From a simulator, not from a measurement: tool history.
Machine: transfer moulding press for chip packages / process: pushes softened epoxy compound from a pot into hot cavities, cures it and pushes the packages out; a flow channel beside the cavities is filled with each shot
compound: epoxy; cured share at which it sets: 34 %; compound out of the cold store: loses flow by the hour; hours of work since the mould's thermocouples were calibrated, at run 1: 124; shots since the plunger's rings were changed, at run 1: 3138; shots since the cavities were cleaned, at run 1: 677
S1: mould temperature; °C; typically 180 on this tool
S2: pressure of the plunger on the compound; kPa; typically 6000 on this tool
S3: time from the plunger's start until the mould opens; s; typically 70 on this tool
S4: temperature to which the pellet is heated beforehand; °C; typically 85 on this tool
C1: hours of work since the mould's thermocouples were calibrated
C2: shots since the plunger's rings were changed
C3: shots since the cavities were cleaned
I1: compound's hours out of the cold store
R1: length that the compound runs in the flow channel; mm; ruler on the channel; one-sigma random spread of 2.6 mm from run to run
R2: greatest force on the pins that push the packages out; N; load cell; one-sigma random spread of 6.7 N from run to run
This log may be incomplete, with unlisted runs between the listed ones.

{"run": 1, "hour": 0.0, "S1": 180, "S2": 6000, "S3": 70, "S4": 85, "C1": 124, "C2": 3138, "C3": 677, "I1": 22.3, "R1": 711, "R2": 457}
{"run": 2, "hour": 6.0, "S1": 180, "S2": 6000, "S3": 70, "S4": 85, "C1": 127, "C2": 3202, "C3": 741, "I1": 36.2, "R1": 654, "R2": 439}
{"run": 3, "hour": 17.7, "S1": 180, "S2": 6000, "S3": 70, "S4": 85, "C1": 133, "C2": 3326, "C3": 865, "I1": 10.2, "R1": 762, "R2": 493}
{"hour": 26.7, "done": "cavities cleaned with cleaning compound and waxed"}
{"run": 4, "hour": 28.9, "S1": 180, "S2": 6000, "S3": 70, "S4": 85, "C1": 137, "C2": 3428, "C3": 22, "I1": 9.2, "R1": 763, "R2": 310}
{"run": 5, "hour": 36.0, "S1": 180, "S2": 6000, "S3": 57, "S4": 85, "C1": 141, "C2": 3504, "C3": 98, "I1": 22.6, "R1": 703, "R2": 562}
{"run": 6, "hour": 45.2, "S1": 180, "S2": 6000, "S3": 57, "S4": 85, "C1": 145, "C2": 3602, "C3": 196, "I1": 36.5, "R1": 651, "R2": 550}
{"run": 7, "hour": 56.4, "S1": 186, "S2": 6000, "S3": 57, "S4": 85, "C1": 150, "C2": 3720, "C3": 314, "I1": 36.9, "R1": 637, "R2": 444}
{"hour": 59.5, "done": "mould's thermocouples calibrated"}
{"run": 8, "hour": 65.6, "S1": 183, "S2": 6210, "S3": 70, "S4": 85, "C1": 3, "C2": 3797, "C3": 391, "I1": 44.8, "R1": 623, "R2": 335}
{"run": 9, "hour": 76.5, "S1": 183, "S2": 6210, "S3": 70, "S4": 85, "C1": 8, "C2": 3913, "C3": 507, "I1": 46.8, "R1": 617, "R2": 365}
{"run": 10, "hour": 86.0, "S1": 179, "S2": 6000, "S3": 70, "S4": 85, "C1": 13, "C2": 4012, "C3": 606, "I1": 23.1, "R1": 702, "R2": 484}

The next listed run, before its measurement:
{"run": 11, "hour": 95.1, "S1": 175, "S2": 4770, "S3": 70, "S4": 81, "C1": 17, "C2": 4109, "C3": 703, "I1": 41.2, "R1": "?", "R2": "?"}

R1: 566 mm
R2: 594 N
With no hidden state in the tool, this same run would have given R1 586 mm, R2 357 N.
